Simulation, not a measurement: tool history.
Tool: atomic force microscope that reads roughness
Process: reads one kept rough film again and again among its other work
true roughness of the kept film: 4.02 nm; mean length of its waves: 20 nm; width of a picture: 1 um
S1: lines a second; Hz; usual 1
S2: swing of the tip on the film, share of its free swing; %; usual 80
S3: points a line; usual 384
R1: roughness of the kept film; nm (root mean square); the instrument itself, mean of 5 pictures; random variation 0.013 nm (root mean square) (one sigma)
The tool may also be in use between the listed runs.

{"run": 1, "day": 0.0, "S1": 1, "S2": 80, "S3": 384, "R1": 2.484}
{"run": 2, "day": 0.842, "S1": 1, "S2": 80, "S3": 384, "R1": 2.452}
{"run": 3, "day": 1.362, "S1": 1, "S2": 80, "S3": 384, "R1": 2.381}
{"run": 4, "day": 1.758, "S1": 1, "S2": 80, "S3": 384, "R1": 2.368}
{"run": 5, "day": 2.538, "S1": 1, "S2": 80, "S3": 384, "R1": 2.326}
{"run": 6, "day": 3.154, "S1": 1, "S2": 80, "S3": 384, "R1": 2.296}
{"run": 7, "day": 3.529, "S1": 1, "S2": 80, "S3": 384, "R1": 2.263}
{"run": 8, "day": 3.967, "S1": 1, "S2": 80, "S3": 384, "R1": 2.239}
{"run": 9, "day": 4.675, "S1": 1, "S2": 80, "S3": 384, "R1": 2.181}
{"run": 10, "day": 5.162, "S1": 1, "S2": 80, "S3": 384, "R1": 2.18}
{"day": 5.675, "done": "new tip fitted"}
{"run": 11, "day": 5.692, "S1": 1, "S2": 80, "S3": 384, "R1": 2.94}
{"run": 12, "day": 6.412, "S1": 1, "S2": 80, "S3": 384, "R1": 2.841}
{"run": 13, "day": 6.908, "S1": 1.22, "S2": 73, "S3": 384, "R1": 2.828}
{"run": 14, "day": 7.512, "S1": 0.66, "S2": 59, "S3": 883, "R1": 2.879}
{"run": 15, "day": 8.217, "S1": 0.66, "S2": 59, "S3": 883, "R1": 2.796}
{"run": 16, "day": 8.604, "S1": 0.66, "S2": 59, "S3": 883, "R1": 2.776}
{"run": 17, "day": 9.262, "S1": 0.67, "S2": 71, "S3": 860, "R1": 2.71}
{"run": 18, "day": 10.021, "S1": 1, "S2": 75, "S3": 322, "R1": 2.571}
{"run": 19, "day": 10.412, "S1": 1, "S2": 55, "S3": 501, "R1": 2.613}
{"run": 20, "day": 11.179, "S1": 1, "S2": 80, "S3": 979, "R1": 2.496}
{"run": 21, "day": 11.608, "S1": 2.71, "S2": 80, "S3": 599, "R1": 2.348}

5 ways to go on from here, each from the tool as it stands after run 21. What would each give?
{"run": "A", "day": 12.275, "S1": 1, "S2": 84, "S3": 384, "R1": "?"}
{"run": "B", "day": 12.275, "S1": 2.66, "S2": 56, "S3": 431, "R1": "?"}
{"run": "C", "day": 12.275, "S1": 0.89, "S2": 80, "S3": 384, "R1": "?"}
{"run": "D", "day": 12.275, "S1": 0.83, "S2": 60, "S3": 577, "R1": "?"}
{"run": "E", "day": 12.275, "S1": 2.71, "S2": 80, "S3": 574, "R1": "?"}

run=A R1=2.381
run=B R1=2.43
run=C R1=2.396
run=D R1=2.46
run=E R1=2.297
Without the tool's hidden state the same runs would have given:
run=A R1=2.986
run=B R1=3.049
run=C R1=3.005
run=D R1=3.086
run=E R1=2.881

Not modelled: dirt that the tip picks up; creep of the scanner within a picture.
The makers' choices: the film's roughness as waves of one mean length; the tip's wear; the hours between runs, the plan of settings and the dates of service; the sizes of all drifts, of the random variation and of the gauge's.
